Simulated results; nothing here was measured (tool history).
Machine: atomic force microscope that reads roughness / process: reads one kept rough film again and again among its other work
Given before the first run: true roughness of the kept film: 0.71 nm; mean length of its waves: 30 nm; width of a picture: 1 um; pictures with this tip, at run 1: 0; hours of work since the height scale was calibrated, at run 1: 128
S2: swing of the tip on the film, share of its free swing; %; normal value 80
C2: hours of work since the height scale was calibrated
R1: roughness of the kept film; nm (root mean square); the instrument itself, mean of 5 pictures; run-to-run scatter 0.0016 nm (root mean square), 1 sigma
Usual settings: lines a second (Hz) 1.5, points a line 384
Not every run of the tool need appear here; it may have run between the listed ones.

run 1 hour=0 | lines_a_second_(Hz)=1.5 S2=80 points_a_line=384 | pictures_with_this_tip=0 C2=128 | R1=0.65
run 2 hour=6.7 | lines_a_second_(Hz)=1.5 S2=80 points_a_line=384 | pictures_with_this_tip=9 C2=133 | R1=0.651
run 3 hour=20 | lines_a_second_(Hz)=1.5 S2=80 points_a_line=384 | pictures_with_this_tip=28 C2=144 | R1=0.647
run 4 hour=34.3 | lines_a_second_(Hz)=1.5 S2=80 points_a_line=384 | pictures_with_this_tip=49 C2=155 | R1=0.644
run 5 hour=43.2 | lines_a_second_(Hz)=1.5 S2=80 points_a_line=384 | pictures_with_this_tip=62 C2=162 | R1=0.641
run 6 hour=58.4 | lines_a_second_(Hz)=1.5 S2=62 points_a_line=384 | pictures_with_this_tip=83 C2=174 | R1=0.666
run 7 hour=70.6 | lines_a_second_(Hz)=1.5 S2=80 points_a_line=623 | pictures_with_this_tip=101 C2=184 | R1=0.639
run 8 hour=78 | lines_a_second_(Hz)=1.5 S2=80 points_a_line=623 | pictures_with_this_tip=111 C2=189 | R1=0.64
run 9 hour=90.5 | lines_a_second_(Hz)=1.5 S2=80 points_a_line=384 | pictures_with_this_tip=129 C2=199 | R1=0.632
run 10 hour=101.4 | lines_a_second_(Hz)=1.5 S2=80 points_a_line=384 | pictures_with_this_tip=145 C2=208 | R1=0.631
-- hour=115.8 new tip fitted
run 11 hour=117.7 | lines_a_second_(Hz)=1.5 S2=80 points_a_line=384 | pictures_with_this_tip=3 C2=220 | R1=0.648
run 12 hour=128.9 | lines_a_second_(Hz)=1.5 S2=80 points_a_line=384 | pictures_with_this_tip=19 C2=229 | R1=0.646
run 13 hour=142.3 | lines_a_second_(Hz)=1.5 S2=80 points_a_line=376 | pictures_with_this_tip=38 C2=239 | R1=0.642
run 14 hour=151.4 | lines_a_second_(Hz)=1.5 S2=80 points_a_line=376 | pictures_with_this_tip=51 C2=247 | R1=0.64
run 15 hour=164.7 | lines_a_second_(Hz)=1.5 S2=80 points_a_line=376 | pictures_with_this_tip=70 C2=257 | R1=0.642
run 16 hour=174.1 | lines_a_second_(Hz)=1.5 S2=80 points_a_line=376 | pictures_with_this_tip=83 C2=264 | R1=0.64
run 17 hour=185.2 | lines_a_second_(Hz)=1.5 S2=80 points_a_line=384 | pictures_with_this_tip=99 C2=273 | R1=0.638
run 18 hour=197 | lines_a_second_(Hz)=1.5 S2=80 points_a_line=384 | pictures_with_this_tip=116 C2=282 | R1=0.634
run 19 hour=211.8 | lines_a_second_(Hz)=1.5 S2=80 points_a_line=384 | pictures_with_this_tip=137 C2=294 | R1=0.633
run 20 hour=224.4 | lines_a_second_(Hz)=1.5 S2=80 points_a_line=384 | pictures_with_this_tip=155 C2=304 | R1=0.632
-- hour=232.4 new tip fitted
run 21 hour=234.2 | lines_a_second_(Hz)=1.5 S2=80 points_a_line=441 | pictures_with_this_tip=3 C2=311 | R1=0.651
run 22 hour=242.3 | lines_a_second_(Hz)=1.5 S2=80 points_a_line=441 | pictures_with_this_tip=14 C2=318 | R1=0.648
run 23 hour=253.5 | lines_a_second_(Hz)=0.54 S2=80 points_a_line=548 | pictures_with_this_tip=30 C2=326 | R1=0.673
run 24 hour=265.5 | lines_a_second_(Hz)=1.5 S2=80 points_a_line=619 | pictures_with_this_tip=48 C2=336 | R1=0.644
run 25 hour=280.8 | lines_a_second_(Hz)=1.86 S2=58 points_a_line=619 | pictures_with_this_tip=69 C2=348 | R1=0.668
run 26 hour=291 | lines_a_second_(Hz)=3.49 S2=56 points_a_line=827 | pictures_with_this_tip=84 C2=356 | R1=0.659
run 27 hour=305.4 | lines_a_second_(Hz)=1.16 S2=56 points_a_line=334 | pictures_with_this_tip=105 C2=367 | R1=0.669
-- hour=307.3 height scale calibrated on a step standard
run 28 hour=319.6 | lines_a_second_(Hz)=1.16 S2=56 points_a_line=334 | pictures_with_this_tip=124 C2=10 | R1=0.664
run 29 hour=329.8 | lines_a_second_(Hz)=1.5 S2=62 points_a_line=303 | pictures_with_this_tip=138 C2=18 | R1=0.651
run 30 hour=340.1 | lines_a_second_(Hz)=1.5 S2=62 points_a_line=303 | pictures_with_this_tip=153 C2=26 | R1=0.648
-- hour=349.5 new tip fitted
run 31 hour=354.4 | lines_a_second_(Hz)=0.9 S2=80 points_a_line=434 | pictures_with_this_tip=7 C2=37 | R1=0.661
run 32 hour=367.5 | lines_a_second_(Hz)=2.49 S2=60 points_a_line=816 | pictures_with_this_tip=26 C2=47 | R1=0.664
run 33 hour=379.5 | lines_a_second_(Hz)=1.5 S2=85 points_a_line=384 | pictures_with_this_tip=43 C2=56 | R1=0.629
-- hour=387.6 height scale calibrated on a step standard, once more
run 34 hour=395.2 | lines_a_second_(Hz)=0.52 S2=80 points_a_line=473 | pictures_with_this_tip=64 C2=6 | R1=0.671
run 35 hour=404.2 | lines_a_second_(Hz)=1.5 S2=80 points_a_line=449 | pictures_with_this_tip=77 C2=13 | R1=0.642
run 36 hour=413.7 | lines_a_second_(Hz)=1.5 S2=80 points_a_line=449 | pictures_with_this_tip=90 C2=21 | R1=0.64
run 37 hour=428.7 | lines_a_second_(Hz)=1.5 S2=80 points_a_line=520 | pictures_with_this_tip=112 C2=32 | R1=0.641
run 38 hour=440.8 | lines_a_second_(Hz)=3.58 S2=77 points_a_line=380 | pictures_with_this_tip=129 C2=42 | R1=0.598
run 39 hour=456.6 | lines_a_second_(Hz)=3.58 S2=77 points_a_line=380 | pictures_with_this_tip=152 C2=54 | R1=0.596

For each entry between runs, how does the tool's hidden state at the last listed run before it compare with that at the first listed run after it?
After run 10, before run 11: new tip fitted (hour 115.8)
  radius of the tip, nm: 14 -> 5.2; height scale over the true one, %: -0.36 -> -0.39
  difference, measured minus the result without the unlogged condition, R1: -0.02 -> -0.003 nm (root mean square)
After run 20, before run 21: new tip fitted (hour 232.4)
  radius of the tip, nm: 14.8 -> 5.2; height scale over the true one, %: -0.55 -> -0.56
  difference, measured minus the result without the unlogged condition, R1: -0.023 -> -0.004 nm (root mean square)
After run 27, before run 28: height scale calibrated on a step standard (hour 307.3)
  radius of the tip, nm: 11.7 -> 12.8; height scale over the true one, %: -0.67 -> -0.88
  difference, measured minus the result without the unlogged condition, R1: -0.018 -> -0.022 nm (root mean square)
After run 30, before run 31: new tip fitted (hour 349.5)
  radius of the tip, nm: 14.6 -> 5.7; height scale over the true one, %: -0.92 -> -0.94
  difference, measured minus the result without the unlogged condition, R1: -0.026 -> -0.008 nm (root mean square)
After run 33, before run 34: height scale calibrated on a step standard, once more (hour 387.6)
  radius of the tip, nm: 7.9 -> 9.3; height scale over the true one, %: -0.98 -> 0
  difference, measured minus the result without the unlogged condition, R1: -0.012 -> -0.009 nm (root mean square)
